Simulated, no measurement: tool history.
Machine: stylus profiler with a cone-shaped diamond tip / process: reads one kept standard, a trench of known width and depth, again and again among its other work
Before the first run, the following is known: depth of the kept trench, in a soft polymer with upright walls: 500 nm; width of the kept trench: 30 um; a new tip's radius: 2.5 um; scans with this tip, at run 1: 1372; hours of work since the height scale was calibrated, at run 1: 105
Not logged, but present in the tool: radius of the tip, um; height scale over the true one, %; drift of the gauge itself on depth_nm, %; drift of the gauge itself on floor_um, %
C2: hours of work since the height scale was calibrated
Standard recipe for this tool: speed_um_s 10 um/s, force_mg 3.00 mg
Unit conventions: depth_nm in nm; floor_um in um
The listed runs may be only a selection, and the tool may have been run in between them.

run 1 day=0.000 | speed_um_s=10 force_mg=3.00 | scans_with_this_tip=1372 C2=105 | depth_nm=506.06 floor_um=26.65
run 2 day=0.650 | speed_um_s=10 force_mg=3.00 | scans_with_this_tip=1465 C2=112 | depth_nm=506.23 floor_um=26.63
run 3 day=1.458 | speed_um_s=2 force_mg=3.00 | scans_with_this_tip=1581 C2=121 | depth_nm=506.27 floor_um=26.72
run 4 day=2.496 | speed_um_s=2 force_mg=3.00 | scans_with_this_tip=1730 C2=132 | depth_nm=506.36 floor_um=26.65
run 5 day=3.292 | speed_um_s=4 force_mg=3.00 | scans_with_this_tip=1844 C2=141 | depth_nm=506.17 floor_um=26.59
run 6 day=4.550 | speed_um_s=10 force_mg=1.52 | scans_with_this_tip=2025 C2=154 | depth_nm=504.29 floor_um=26.53
run 7 day=5.204 | speed_um_s=4 force_mg=1.52 | scans_with_this_tip=2118 C2=162 | depth_nm=504.02 floor_um=26.55
run 8 day=6.000 | speed_um_s=4 force_mg=1.52 | scans_with_this_tip=2233 C2=170 | depth_nm=504.42 floor_um=26.54
run 9 day=6.633 | speed_um_s=4 force_mg=1.52 | scans_with_this_tip=2324 C2=177 | depth_nm=504.27 floor_um=26.49
run 10 day=7.404 | speed_um_s=4 force_mg=1.52 | scans_with_this_tip=2435 C2=186 | depth_nm=504.18 floor_um=26.52
-- day=7.525 height scale calibrated on a step standard
run 11 day=8.121 | speed_um_s=4 force_mg=4.96 | scans_with_this_tip=2534 C2=7 | depth_nm=508.95 floor_um=26.52
run 12 day=8.833 | speed_um_s=4 force_mg=4.96 | scans_with_this_tip=2637 C2=14 | depth_nm=509.16 floor_um=26.51
run 13 day=9.725 | speed_um_s=4 force_mg=4.96 | scans_with_this_tip=2765 C2=24 | depth_nm=509.39 floor_um=26.50
run 14 day=10.979 | speed_um_s=4 force_mg=8.93 | scans_with_this_tip=2945 C2=38 | depth_nm=513.28 floor_um=26.47
run 15 day=11.654 | speed_um_s=4 force_mg=8.93 | scans_with_this_tip=3042 C2=45 | depth_nm=513.12 floor_um=26.39
run 16 day=12.379 | speed_um_s=10 force_mg=4.58 | scans_with_this_tip=3146 C2=53 | depth_nm=508.58 floor_um=26.39
-- day=12.533 height scale calibrated on a step standard, once more
run 17 day=13.438 | speed_um_s=10 force_mg=4.58 | scans_with_this_tip=3294 C2=10 | depth_nm=507.84 floor_um=26.40
run 18 day=14.138 | speed_um_s=10 force_mg=4.58 | scans_with_this_tip=3395 C2=18 | depth_nm=507.76 floor_um=26.36
run 19 day=15.162 | speed_um_s=13 force_mg=2.35 | scans_with_this_tip=3542 C2=29 | depth_nm=504.81 floor_um=26.36
run 20 day=16.429 | speed_um_s=4 force_mg=1.06 | scans_with_this_tip=3724 C2=43 | depth_nm=503.16 floor_um=26.28
run 21 day=17.129 | speed_um_s=4 force_mg=1.06 | scans_with_this_tip=3825 C2=50 | depth_nm=503.12 floor_um=26.30
run 22 day=17.771 | speed_um_s=4 force_mg=1.06 | scans_with_this_tip=3917 C2=57 | depth_nm=503.20 floor_um=26.29
run 23 day=18.483 | speed_um_s=3 force_mg=5.49 | scans_with_this_tip=4019 C2=65 | depth_nm=508.93 floor_um=26.30

3 options for the next run, each taken on its own from the tool as it stands now. Forecast them:
run A day=19.667 | speed_um_s=5 force_mg=2.16 | scans_with_this_tip=4189 C2=78 | depth_nm=? floor_um=?
run B day=19.667 | speed_um_s=3 force_mg=3.35 | scans_with_this_tip=4189 C2=78 | depth_nm=? floor_um=?
run C day=19.667 | speed_um_s=15 force_mg=2.16 | scans_with_this_tip=4189 C2=78 | depth_nm=? floor_um=?

run=A depth_nm=504.58 floor_um=26.28
run=B depth_nm=506.47 floor_um=26.33
run=C depth_nm=505.20 floor_um=26.24
Without the tool's unlogged condition, the same runs would have read:
run=A depth_nm=504.44 floor_um=26.99
run=B depth_nm=506.33 floor_um=27.04
run=C depth_nm=505.05 floor_um=26.95
